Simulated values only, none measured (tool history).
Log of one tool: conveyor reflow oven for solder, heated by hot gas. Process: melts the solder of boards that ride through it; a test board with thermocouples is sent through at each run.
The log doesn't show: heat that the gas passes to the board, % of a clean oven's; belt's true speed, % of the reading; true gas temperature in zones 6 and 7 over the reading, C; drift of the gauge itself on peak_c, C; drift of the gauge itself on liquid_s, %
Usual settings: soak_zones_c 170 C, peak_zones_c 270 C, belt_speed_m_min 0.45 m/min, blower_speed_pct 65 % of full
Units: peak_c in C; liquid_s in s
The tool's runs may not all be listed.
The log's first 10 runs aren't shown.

run	day	soak_zones_c	peak_zones_c	belt_speed_m_min	blower_speed_pct	hours of work since the flux was cleaned out	hours of work since the belt drive was overhauled	hours of work since the thermocouples were changed	peak_c	liquid_s
11	2.817	170	270	0.45	82	105	165	165	258.1	74.3
12	3.083	170	270	0.447	82	108	168	168	258.7	75.4
13	3.329	170	270	0.447	68	112	172	172	255.1	71.5
14	3.688	170	270	0.447	68	116	177	177	255	70.8
15	4.104	170	270	0.447	68	122	182	182	255.2	70.8
16	4.421	170	270	0.45	65	126	186	186	253.9	68.8
17	4.838	170	270	0.45	65	132	192	192	253.5	69
18	5.188	181	276	0.422	51	136	196	196	258	81.6
19	5.404	172	271	0.422	69	139	199	199	257.9	79.5
20	5.817	178	283	0.475	65	145	205	205	264.1	76.4
21	6.2	177	283	0.443	65	150	210	210	266.6	83.1
22	6.508	158	270	0.497	56	154	214	214	243.6	47.1
23	6.725	157	270	0.45	65	157	217	217	251.9	62.3
24	7.125	179	270	0.45	66	162	222	222	256.5	75
25	7.321	178	270	0.45	60	165	225	225	253.7	72.6
26	7.629	171	278	0.45	88	169	229	229	266.9	79.7
27	7.883	171	278	0.45	88	172	232	232	267.7	80.3
28	8.183	170	270	0.394	56	176	236	236	255.4	81.1
29	8.396	170	266	0.394	56	179	239	239	251.1	78.5
30	8.575	170	266	0.394	56	181	242	242	251	77.3
31	8.967	170	266	0.394	56	186	247	247	251.6	78.1

Forecast each of these 3 alternatives for the next run:
A	9.179	170	279	0.522	83	189	250	250	?	?
B	9.179	156	266	0.394	56	189	250	250	?	?
C	9.179	166	270	0.45	68	189	250	250	?	?

run	peak_c	liquid_s
A	262.1	65.6
B	249.6	69.2
C	253.6	68.9
Without the tool's hidden state the same runs would have given:
run	peak_c	liquid_s
A	262.4	65.7
B	249.6	69.2
C	253.7	69
